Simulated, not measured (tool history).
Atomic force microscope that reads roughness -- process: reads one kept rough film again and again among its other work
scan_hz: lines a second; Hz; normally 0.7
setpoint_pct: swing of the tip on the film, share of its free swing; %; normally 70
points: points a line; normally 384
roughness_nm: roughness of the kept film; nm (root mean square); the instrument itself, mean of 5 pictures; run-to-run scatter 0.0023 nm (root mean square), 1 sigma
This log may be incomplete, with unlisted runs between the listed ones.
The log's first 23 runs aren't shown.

run     day  scan_hz  setpoint_pct  points  pictures with this tip  hours of work since the height scale was calibrated  roughness_nm
 24  44.662    1.501            84     384                     205                                                  647         0.558
 25   45.75    0.687            70     264                     250                                                  661         0.587
 26  47.729    2.354            69     316                     330                                                  687         0.569
 27  48.971    2.354            63     316                     381                                                  703          0.57
     49.588  -- new tip fitted
 28  51.258    0.728            70     384                      69                                                  733         0.585
 29  53.188      0.7            70     404                     147                                                  759         0.589
 30  54.358      0.7            71     404                     195                                                  774         0.591
 31  56.042    1.119            81     339                     263                                                  797         0.569
 32  57.438    1.119            81    1010                     320                                                  815         0.576
 33  58.775    1.119            81    1010                     375                                                  833         0.574
     59.533  -- new tip fitted
 34  60.925    1.119            59     875                      57                                                  861         0.592
 35  62.233    1.134            64     624                     110                                                  878          0.59
 36  63.392    0.972            64     433                     157                                                  893         0.592
 37  64.704    0.972            64     433                     211                                                  911         0.588
 38  66.279    0.972            64     433                     275                                                  931         0.588
 39   67.55    0.972            64     433                     326                                                  948         0.589

Predict each of these 3 candidate next runs independently; none follows another, all start after run 39:
     69.367  -- new tip fitted
  A  69.575    0.843            64     652                       8                                                  975             ?
     69.367  -- new tip fitted
  B  69.575    2.459            56     931                       8                                                  975             ?
     69.367  -- new tip fitted
  C  69.575    0.758            81     433                       8                                                  975             ?

run  roughness_nm
  A         0.597
  B         0.591
  C         0.579
Take away the tool's hidden state, keep each run's random variation, and the runs would have read:
run  roughness_nm
  A         0.597
  B         0.591
  C         0.579
